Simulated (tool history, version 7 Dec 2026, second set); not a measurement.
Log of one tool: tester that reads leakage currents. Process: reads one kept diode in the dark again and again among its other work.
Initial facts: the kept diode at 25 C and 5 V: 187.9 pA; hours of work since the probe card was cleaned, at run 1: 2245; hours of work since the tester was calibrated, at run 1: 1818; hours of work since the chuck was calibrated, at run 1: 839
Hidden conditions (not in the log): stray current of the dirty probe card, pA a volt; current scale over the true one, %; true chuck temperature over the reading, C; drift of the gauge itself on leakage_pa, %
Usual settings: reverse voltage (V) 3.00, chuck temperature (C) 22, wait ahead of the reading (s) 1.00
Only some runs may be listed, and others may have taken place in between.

run,day,reverse voltage (V),chuck temperature (C),wait ahead of the reading (s),hours of work since the probe card was cleaned,hours of work since the tester was calibrated,hours of work since the chuck was calibrated,current that the tester gives (pA)
1,0.000,3.00,22,1.00,2245,1818,839,143.95
2,5.571,3.00,22,1.00,2351,1925,945,146.36
3,9.767,3.00,22,1.00,2432,2005,1026,147.66
# day 11.462: chuck's temperature calibrated
4,16.708,3.00,22,1.00,2563,2137,100,127.30
5,22.838,1.73,22,1.00,2681,2254,218,107.92
6,29.721,1.73,39,1.00,2813,2386,350,404.49
7,36.783,1.76,22,1.00,2948,2521,485,113.30
8,43.062,1.76,22,1.00,3068,2642,605,113.64
9,49.546,2.30,22,1.00,3192,2766,730,128.37
# day 51.979: probe card cleaned and baked
10,53.417,3.00,22,1.00,28,2838,801,139.18
11,56.696,2.86,22,0.56,90,2900,864,137.89
12,63.154,2.86,22,0.56,214,3024,988,141.39

What does the tool deliver on the next run?
# day 66.792: chuck's temperature calibrated
13,70.304,7.68,53,1.33,350,3160,67,?

current that the tester gives (pA): 1628.49
Without the tool's hidden state the same run would have given current that the tester gives (pA) 1656.14.

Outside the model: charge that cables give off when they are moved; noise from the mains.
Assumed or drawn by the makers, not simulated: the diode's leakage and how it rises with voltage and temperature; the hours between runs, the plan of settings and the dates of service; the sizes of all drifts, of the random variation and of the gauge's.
